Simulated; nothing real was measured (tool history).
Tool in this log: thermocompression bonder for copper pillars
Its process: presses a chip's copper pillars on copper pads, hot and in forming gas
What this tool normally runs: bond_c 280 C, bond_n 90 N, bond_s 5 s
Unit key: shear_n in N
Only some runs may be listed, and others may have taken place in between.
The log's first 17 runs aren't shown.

run	hour	bond_c	bond_n	bond_s	hours of work since the heater was calibrated	hours of work since the force cell was calibrated	hours of work since the gas filter was changed	shear_n
18	132.0	280	90	5	78	670	103	68.4
19	142.7	280	90	4	84	676	109	61.2
20	152.9	280	90	4	90	681	115	63.6
21	162.3	303	81	4	95	687	120	77.9
22	173.4	303	81	4	101	693	126	79.4
23	181.3	303	81	4	105	697	130	78.9
24	190.2	266	81	13	110	702	135	74.5
25	197.6	280	62	15	114	706	139	79.0

Run 26, settings as shown, results not yet in. Your forecast:
# hour 199.7: forming gas filter changed
26	202.8	280	110	5	117	708	2	?

{"run 26": {"shear_n": 79.6}}
Minus the tool's unlogged condition, the same run would have read shear_n 79.6 N.

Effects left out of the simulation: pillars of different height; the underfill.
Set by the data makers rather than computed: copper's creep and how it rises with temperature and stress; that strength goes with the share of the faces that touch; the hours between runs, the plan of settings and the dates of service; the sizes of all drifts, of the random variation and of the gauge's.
